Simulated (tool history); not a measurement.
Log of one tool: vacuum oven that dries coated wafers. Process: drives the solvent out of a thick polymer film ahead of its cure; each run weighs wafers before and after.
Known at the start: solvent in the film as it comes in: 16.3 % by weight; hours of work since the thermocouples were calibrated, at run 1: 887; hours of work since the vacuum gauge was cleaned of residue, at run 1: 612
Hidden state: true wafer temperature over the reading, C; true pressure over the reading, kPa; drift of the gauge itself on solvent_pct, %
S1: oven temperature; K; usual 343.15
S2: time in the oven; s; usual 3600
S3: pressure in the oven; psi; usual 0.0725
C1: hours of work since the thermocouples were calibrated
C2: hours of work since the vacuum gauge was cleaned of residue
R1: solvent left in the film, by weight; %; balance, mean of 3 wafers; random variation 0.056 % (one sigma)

{"run": 1, "hour": 0.0, "S1": 343.15, "S2": 3600, "S3": 0.0725, "C1": 887, "C2": 612, "R1": 3.11}
{"run": 2, "hour": 23.8, "S1": 343.15, "S2": 5100, "S3": 0.0725, "C1": 906, "C2": 630, "R1": 1.84}
{"run": 3, "hour": 35.3, "S1": 343.15, "S2": 5100, "S3": 0.0725, "C1": 915, "C2": 640, "R1": 1.82}
{"run": 4, "hour": 46.7, "S1": 343.15, "S2": 5280, "S3": 0.0725, "C1": 924, "C2": 649, "R1": 1.66}
{"run": 5, "hour": 69.9, "S1": 343.15, "S2": 5280, "S3": 0.0725, "C1": 942, "C2": 667, "R1": 1.71}
{"run": 6, "hour": 79.5, "S1": 343.15, "S2": 3600, "S3": 0.0725, "C1": 950, "C2": 674, "R1": 3.32}
{"run": 7, "hour": 93.6, "S1": 343.15, "S2": 3600, "S3": 0.0725, "C1": 961, "C2": 685, "R1": 3.21}
{"run": 8, "hour": 106.4, "S1": 343.15, "S2": 3600, "S3": 0.0725, "C1": 971, "C2": 695, "R1": 3.18}
{"run": 9, "hour": 127.9, "S1": 343.15, "S2": 3600, "S3": 0.0725, "C1": 988, "C2": 712, "R1": 3.39}
{"run": 10, "hour": 145.8, "S1": 343.15, "S2": 3600, "S3": 0.0725, "C1": 1002, "C2": 726, "R1": 3.29}
{"run": 11, "hour": 163.0, "S1": 353.15, "S2": 3600, "S3": 0.0725, "C1": 1015, "C2": 740, "R1": 0.63}
{"run": 12, "hour": 178.6, "S1": 353.15, "S2": 3600, "S3": 0.0725, "C1": 1028, "C2": 752, "R1": 0.61}
{"run": 13, "hour": 197.8, "S1": 343.15, "S2": 3600, "S3": 0.0725, "C1": 1043, "C2": 767, "R1": 3.37}
{"run": 14, "hour": 208.2, "S1": 343.15, "S2": 3600, "S3": 0.0725, "C1": 1051, "C2": 776, "R1": 3.31}
{"run": 15, "hour": 226.5, "S1": 343.15, "S2": 3600, "S3": 0.0725, "C1": 1065, "C2": 790, "R1": 3.33}
{"run": 16, "hour": 239.3, "S1": 343.15, "S2": 6180, "S3": 0.2207, "C1": 1075, "C2": 800, "R1": 1.59}
{"hour": 242.8, "done": "oven's thermocouples calibrated"}
{"run": 17, "hour": 253.8, "S1": 349.15, "S2": 2760, "S3": 0.1523, "C1": 9, "C2": 810, "R1": 2.53}
{"run": 18, "hour": 269.4, "S1": 349.15, "S2": 5280, "S3": 0.0479, "C1": 21, "C2": 822, "R1": 0.57}
{"run": 19, "hour": 293.0, "S1": 349.15, "S2": 5280, "S3": 0.0479, "C1": 40, "C2": 841, "R1": 0.54}
{"run": 20, "hour": 303.9, "S1": 357.15, "S2": 2520, "S3": 0.0725, "C1": 48, "C2": 849, "R1": 0.78}
{"hour": 309.0, "done": "oven's thermocouples calibrated, once more"}
{"run": 21, "hour": 326.2, "S1": 357.15, "S2": 4560, "S3": 0.0506, "C1": 13, "C2": 865, "R1": 0.06}
{"run": 22, "hour": 338.6, "S1": 343.15, "S2": 4020, "S3": 0.172, "C1": 23, "C2": 875, "R1": 2.25}
{"run": 23, "hour": 360.7, "S1": 353.15, "S2": 6180, "S3": 0.0725, "C1": 41, "C2": 892, "R1": 0.18}
{"run": 24, "hour": 378.8, "S1": 343.15, "S2": 2400, "S3": 0.0692, "C1": 55, "C2": 907, "R1": 4.41}
{"run": 25, "hour": 392.6, "S1": 343.15, "S2": 2760, "S3": 0.1801, "C1": 66, "C2": 917, "R1": 4.01}
{"run": 26, "hour": 415.2, "S1": 343.15, "S2": 2760, "S3": 0.1801, "C1": 84, "C2": 935, "R1": 3.91}
{"run": 27, "hour": 439.0, "S1": 343.15, "S2": 2160, "S3": 0.1801, "C1": 102, "C2": 954, "R1": 4.99}
{"run": 28, "hour": 461.7, "S1": 343.15, "S2": 2160, "S3": 0.1801, "C1": 120, "C2": 972, "R1": 5.07}
{"run": 29, "hour": 481.5, "S1": 340.15, "S2": 2160, "S3": 0.1323, "C1": 136, "C2": 987, "R1": 6.22}

Forecast each of these 4 alternatives for the next run:
{"run": "A", "hour": 494.9, "S1": 340.15, "S2": 2160, "S3": 0.1929, "C1": 146, "C2": 998, "R1": "?"}
{"run": "B", "hour": 494.9, "S1": 343.15, "S2": 2280, "S3": 0.0725, "C1": 146, "C2": 998, "R1": "?"}
{"run": "C", "hour": 494.9, "S1": 340.15, "S2": 4260, "S3": 0.1323, "C1": 146, "C2": 998, "R1": "?"}
{"run": "D", "hour": 494.9, "S1": 343.15, "S2": 2040, "S3": 0.0725, "C1": 146, "C2": 998, "R1": "?"}

run=A R1=6.27
run=B R1=4.66
run=C R1=3.13
run=D R1=5.16
Without the tool's hidden state the same runs would have given:
run=A R1=6.17
run=B R1=4.56
run=C R1=3.02
run=D R1=5.06
